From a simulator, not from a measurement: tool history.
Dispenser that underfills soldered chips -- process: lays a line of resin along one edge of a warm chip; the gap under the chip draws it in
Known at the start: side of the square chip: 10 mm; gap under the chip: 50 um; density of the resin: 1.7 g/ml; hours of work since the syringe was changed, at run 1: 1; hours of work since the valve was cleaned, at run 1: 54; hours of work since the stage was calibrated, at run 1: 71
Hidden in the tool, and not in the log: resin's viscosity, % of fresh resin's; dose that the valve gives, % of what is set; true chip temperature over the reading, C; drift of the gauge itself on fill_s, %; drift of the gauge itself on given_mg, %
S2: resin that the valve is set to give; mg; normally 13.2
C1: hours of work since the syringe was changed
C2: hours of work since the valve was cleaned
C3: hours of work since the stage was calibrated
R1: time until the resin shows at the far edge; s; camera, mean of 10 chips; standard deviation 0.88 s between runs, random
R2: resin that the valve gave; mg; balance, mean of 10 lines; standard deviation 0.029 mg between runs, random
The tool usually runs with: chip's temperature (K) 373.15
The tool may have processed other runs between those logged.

Run 1, hour 0.0: usual settings; C1 1; C2 54; C3 71. Result: R1 86.5 s, R2 12.91 mg.
At hour 1.9: dispensing valve cleaned and set on the balance.
Run 2, hour 3.6: usual settings but chip's temperature (K) 368.15; C1 3; C2 1; C3 73. Result: R1 106.6 s, R2 13.19 mg.
At hour 7.6: new syringe of resin.
Run 3, hour 8.9: usual settings but chip's temperature (K) 384.15; C1 1; C2 5; C3 77. Result: R1 64.0 s, R2 13.19 mg.
Run 4, hour 14.5: usual settings but chip's temperature (K) 384.15; C1 6; C2 10; C3 82. Result: R1 74.2 s, R2 13.10 mg.
At hour 15.3: new syringe of resin.
Run 5, hour 18.0: usual settings but chip's temperature (K) 384.15; C1 2; C2 12; C3 84. Result: R1 65.1 s, R2 13.11 mg.
Run 6, hour 20.5: usual settings but chip's temperature (K) 384.15; C1 4; C2 14; C3 86. Result: R1 70.1 s, R2 13.13 mg.
At hour 23.1: new syringe of resin.
Run 7, hour 25.0: usual settings but chip's temperature (K) 384.15; C1 1; C2 18; C3 89. Result: R1 65.8 s, R2 13.09 mg.
Run 8, hour 27.7: usual settings but chip's temperature (K) 384.15; C1 4; C2 20; C3 92. Result: R1 69.5 s, R2 13.09 mg.
At hour 30.9: new syringe of resin.
Run 9, hour 31.8: usual settings; C1 1; C2 23; C3 95. Result: R1 85.1 s, R2 13.07 mg.
Run 10, hour 35.9: usual settings but chip's temperature (K) 361.15, S2 15.5 mg; C1 4; C2 26; C3 98. Result: R1 137.3 s, R2 15.31 mg.
At hour 38.8: new syringe of resin.
Run 11, hour 41.6: usual settings but chip's temperature (K) 376.15, S2 13.6 mg; C1 2; C2 30; C3 102. Result: R1 82.2 s, R2 13.42 mg.
At hour 46.4: new syringe of resin.
Run 12, hour 46.9: usual settings but chip's temperature (K) 361.15; C1 0; C2 35; C3 106. Result: R1 122.6 s, R2 13.03 mg.

What does the tool deliver on the next run?
Run 13, hour 51.3: usual settings but chip's temperature (K) 361.15; C1 4; C2 38; C3 110. Result: R1 ?, R2 ?.

R1: 135.3 s
R2: 12.98 mg
With the hidden condition absent and the run-to-run variation left alone, this run would have shown R1 116.9 s, R2 13.18 mg.
